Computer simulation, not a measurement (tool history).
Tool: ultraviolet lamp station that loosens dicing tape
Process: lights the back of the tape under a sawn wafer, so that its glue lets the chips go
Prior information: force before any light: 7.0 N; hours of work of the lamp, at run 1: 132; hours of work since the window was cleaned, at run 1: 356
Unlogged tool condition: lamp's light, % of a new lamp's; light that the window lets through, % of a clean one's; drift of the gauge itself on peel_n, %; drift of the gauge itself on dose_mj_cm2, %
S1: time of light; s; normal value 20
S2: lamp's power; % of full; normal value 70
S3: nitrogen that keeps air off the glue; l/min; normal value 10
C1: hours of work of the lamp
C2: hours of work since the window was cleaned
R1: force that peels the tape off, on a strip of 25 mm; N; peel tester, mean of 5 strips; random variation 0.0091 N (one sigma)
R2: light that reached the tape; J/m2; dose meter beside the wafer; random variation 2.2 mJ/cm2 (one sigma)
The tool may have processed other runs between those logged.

run	hour	S1	S2	S3	C1	C2	R1	R2
1	0.0	20	70	10	132	356	0.457	1810
2	22.7	20	70	10	149	374	0.450	1750
3	37.7	20	70	10	161	386	0.473	1780
4	64.5	20	70	10	182	406	0.479	1740
5	78.8	17	70	10	193	417	0.653	1520
6	103.7	20	70	10	212	437	0.492	1780
7	133.0	20	94	7	235	460	0.369	2340
# hour 158.7: window cleaned of glue's vapour
8	163.3	11	68	10	258	4	1.319	980
9	179.5	20	61	10	271	16	0.580	1640
10	208.8	20	61	10	293	39	0.585	1600
11	237.1	20	61	10	315	61	0.601	1590
12	261.1	33	70	9	334	80	0.214	2960

A few steps of R1 between consecutive runs. Split each: what settings, incoming material and random variation would produce without the hidden state, and what is left over for the hidden state, along with gauge scatter present in only one of the two compared results (measured, and without hidden state):
Run 7 -> 8: S1 20 -> 11, S2 94 -> 68, S3 7 -> 10, window cleaned of glue's vapour. R1 +0.950 N: hidden state +0.058, all else +0.892.
Run 11 -> 12: S1 20 -> 33, S2 61 -> 70, S3 10 -> 9. R1 -0.387 N: hidden state -0.083, all else -0.304.
